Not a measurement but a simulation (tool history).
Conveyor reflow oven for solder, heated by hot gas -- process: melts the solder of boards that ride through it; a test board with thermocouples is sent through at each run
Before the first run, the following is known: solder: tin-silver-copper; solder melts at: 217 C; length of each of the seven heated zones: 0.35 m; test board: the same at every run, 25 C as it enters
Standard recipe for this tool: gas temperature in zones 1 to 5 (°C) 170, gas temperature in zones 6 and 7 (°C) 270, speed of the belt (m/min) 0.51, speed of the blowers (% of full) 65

run   hour  gas temperature in zones 1 to 5 (°C)  gas temperature in zones 6 and 7 (°C)  speed of the belt (m/min)  speed of the blowers (% of full)  highest temperature of the board (°C)  time above the solder's melting point (s)
  1      0                                   170                                    270                       0.51                                65                                  247.4                                       57.3
  2   25.2                                   170                                    270                       0.51                                65                                  248.4                                       55.1
  3   62.1                                   170                                    270                       0.51                                65                                  247.6                                       55.4
  4  105.1                                   170                                    274                       0.51                                65                                    251                                         58
  5  151.8                                   170                                    274                       0.51                                65                                  250.9                                       57.8
  6  187.3                                   170                                    263                       0.51                                65                                  240.7                                       48.1
  7  208.9                                   170                                    265                       0.51                                65                                  242.4                                       50.5
  8  249.8                                   170                                    265                       0.51                                65                                  242.5                                       49.9
  9    293                                   170                                    265                       0.51                                65                                  241.4                                       49.6
 10    319                                   170                                    265                       0.51                                60                                  240.3                                       46.9
 11  366.8                                   170                                    265                       0.51                                60                                  240.1                                         46
 12  406.6                                   170                                    265                       0.51                                60                                    239                                       45.2
 13  442.1                                   170                                    285                       0.51                                65                                    257                                       63.2
 14    479                                   170                                    285                       0.51                                65                                  257.8                                       62.1
 15  498.6                                   175                                    270                      0.547                                72                                    246                                         51
 16    546                                   157                                    275                      0.604                                69                                  238.1                                       33.3
 17  572.3                                   170                                    283                       0.51                                69                                  256.7                                       61.9
 18  594.2                                   175                                    282                      0.454                                69                                  260.5                                       76.3
 19  631.9                                   170                                    270                      0.568                                65                                  238.7                                       39.6
     646.9  -- flux residue cleaned out of gas plates and filters
     675.3  -- thermocouples of zones 6 and 7 changed
 20  675.3                                   170                                    270                      0.568                                65                                  246.6                                       48.5

Expected results for the next run?
 21  706.5                                   170                                    270                      0.568                                65                                      ?                                          ?

highest temperature of the board (°C): 245.5
time above the solder's melting point (s): 46.7
With the hidden condition absent and the run-to-run variation left alone, this run would have shown highest temperature of the board (°C) 245.8, time above the solder's melting point (s) 46.5.
